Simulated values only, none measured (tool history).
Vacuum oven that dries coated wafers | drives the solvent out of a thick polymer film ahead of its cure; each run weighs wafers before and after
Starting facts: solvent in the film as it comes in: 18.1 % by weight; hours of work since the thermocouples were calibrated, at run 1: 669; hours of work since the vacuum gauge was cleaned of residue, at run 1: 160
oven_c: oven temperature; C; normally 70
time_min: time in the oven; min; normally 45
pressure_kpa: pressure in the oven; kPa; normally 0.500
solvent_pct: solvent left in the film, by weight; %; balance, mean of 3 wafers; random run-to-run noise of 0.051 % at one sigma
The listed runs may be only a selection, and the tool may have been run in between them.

run,hour,oven_c,time_min,pressure_kpa,hours of work since the thermocouples were calibrated,hours of work since the vacuum gauge was cleaned of residue,solvent_pct
1,0.0,70,45,0.500,669,160,0.92
2,25.7,70,45,0.500,688,179,0.92
3,55.6,70,34,0.500,711,202,1.86
4,85.4,70,45,0.500,734,225,1.04
5,99.2,70,45,0.500,744,235,0.96
6,124.1,70,45,0.500,763,255,0.98
7,149.9,70,45,0.500,783,274,0.98
8,167.3,70,45,0.500,797,288,0.99
# hour 172.1: oven's thermocouples calibrated
9,196.7,70,45,0.500,19,309,0.83
10,215.2,70,45,0.500,33,323,0.77
11,241.9,70,45,0.500,53,343,0.86
12,268.3,73,45,0.500,74,363,0.38
13,297.1,73,45,0.500,96,385,0.32
14,321.5,70,45,0.500,114,404,0.89
# hour 324.8: vacuum gauge cleaned of residue and calibrated
15,353.3,70,45,0.500,137,22,0.92
16,366.9,70,45,0.500,148,32,0.87
17,383.7,70,45,0.500,161,45,0.91
18,399.1,70,45,0.500,173,57,0.95
19,416.2,70,45,0.701,186,70,0.94
20,436.9,76,45,0.500,202,86,0.23
21,452.9,70,45,0.500,214,98,0.94
22,478.1,61,45,0.500,233,117,3.77
# hour 493.0: vacuum gauge cleaned of residue and calibrated, once more
23,500.0,70,45,0.500,249,5,0.92
24,515.4,70,45,0.500,260,17,0.94
25,540.0,70,62,0.751,279,36,0.39
26,556.5,84,26,0.500,292,49,0.15
27,583.6,77,45,1.232,313,69,0.40
28,602.7,60,61,0.500,327,84,2.81
29,616.2,60,34,1.679,338,94,6.02
30,636.5,79,45,1.721,353,110,0.37
31,652.4,79,45,1.721,365,122,0.32
32,675.6,75,45,1.947,383,140,0.50
33,703.0,60,54,1.625,404,161,3.73
34,729.2,68,30,0.614,424,181,2.94
35,745.6,70,68,1.490,437,193,0.58
36,767.5,81,53,0.342,453,210,0.00
37,793.5,80,26,0.492,473,230,0.48
38,821.2,80,44,1.946,494,251,0.35
39,833.8,56,28,0.365,504,261,8.69
40,851.0,57,70,0.495,517,274,3.57
41,868.8,57,49,1.187,531,288,5.52
42,882.1,60,45,0.646,541,298,4.42
43,896.4,60,71,0.762,552,309,2.53
44,916.0,60,29,0.456,567,324,6.89
45,939.1,60,58,0.569,585,341,3.19
46,952.3,85,25,0.310,595,351,0.05
47,967.9,84,40,0.310,607,363,0.00

Predict each of these 3 candidate next runs independently; none follows another, all start after run 47:
A,984.5,70,32,0.757,619,376,?
B,984.5,78,32,1.471,619,376,?
C,984.5,70,45,1.607,619,376,?

run,solvent_pct
A,2.12
B,0.60
C,1.26
Without the tool's unlogged condition, the same runs would have read:
run,solvent_pct
A,1.62
B,0.43
C,0.93

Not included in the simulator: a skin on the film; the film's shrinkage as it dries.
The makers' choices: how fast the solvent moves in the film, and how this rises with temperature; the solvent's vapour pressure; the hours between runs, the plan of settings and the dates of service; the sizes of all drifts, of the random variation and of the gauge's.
